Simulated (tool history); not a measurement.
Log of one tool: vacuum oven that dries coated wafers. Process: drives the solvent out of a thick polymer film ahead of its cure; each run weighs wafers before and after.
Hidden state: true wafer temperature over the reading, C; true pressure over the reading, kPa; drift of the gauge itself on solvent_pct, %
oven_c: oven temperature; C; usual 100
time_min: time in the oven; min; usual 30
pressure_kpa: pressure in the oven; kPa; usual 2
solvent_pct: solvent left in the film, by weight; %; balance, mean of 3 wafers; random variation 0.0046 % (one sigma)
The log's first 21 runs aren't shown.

run	hour	oven_c	time_min	pressure_kpa	hours of work since the thermocouples were calibrated	hours of work since the vacuum gauge was cleaned of residue	solvent_pct
22	258.8	100	40	2	78	171	0.901
23	269.1	100	51	2	83	176	0.725
24	284.4	97	16	1.2	90	183	3.37
25	297.8	111	41	2.12	97	190	0.484
26	306	111	41	2.12	101	194	0.483
27	312.8	111	41	2.12	104	197	0.48
28	321.5	111	44	4.86	108	201	1.051
29	331.6	111	44	4.86	113	206	1.052
30	344.5	114	24	1.79	119	212	0.549
31	355.7	86	31	3.67	125	218	4.013
32	363.4	109	31	5.13	128	221	1.332
33	376.6	112	39	3.94	135	228	0.846
34	384.1	112	39	3.94	138	231	0.841
35	400	100	30	2.56	146	239	1.47
36	410.4	100	39	6.36	151	244	2.253
37	426	100	30	3.06	159	252	1.62
38	434	97	29	1.27	162	255	1.484
39	442	92	24	3.7	166	259	3.627
40	453.5	106	26	1.88	172	265	0.959
41	461.9	85	30	2	176	269	3.598
42	469.2	85	30	2	179	272	3.604
43	483.6	85	30	2	186	279	3.6
44	498.6	85	30	2	194	287	3.596
45	513.8	103	30	2.62	201	294	1.199
46	529.6	113	30	2.38	208	301	0.568

Forecast each of these 4 alternatives for the next run:
A	542.8	92	36	3.77	215	308	?
B	542.8	96	19	2.81	215	308	?
C	542.8	109	25	2.7	215	308	?
D	542.8	108	35	1.33	215	308	?

run	solvent_pct
A	2.539
B	3.352
C	0.983
D	0.435
Without the tool's hidden state the same runs would have given:
run	solvent_pct
A	2.541
B	3.359
C	0.983
D	0.432

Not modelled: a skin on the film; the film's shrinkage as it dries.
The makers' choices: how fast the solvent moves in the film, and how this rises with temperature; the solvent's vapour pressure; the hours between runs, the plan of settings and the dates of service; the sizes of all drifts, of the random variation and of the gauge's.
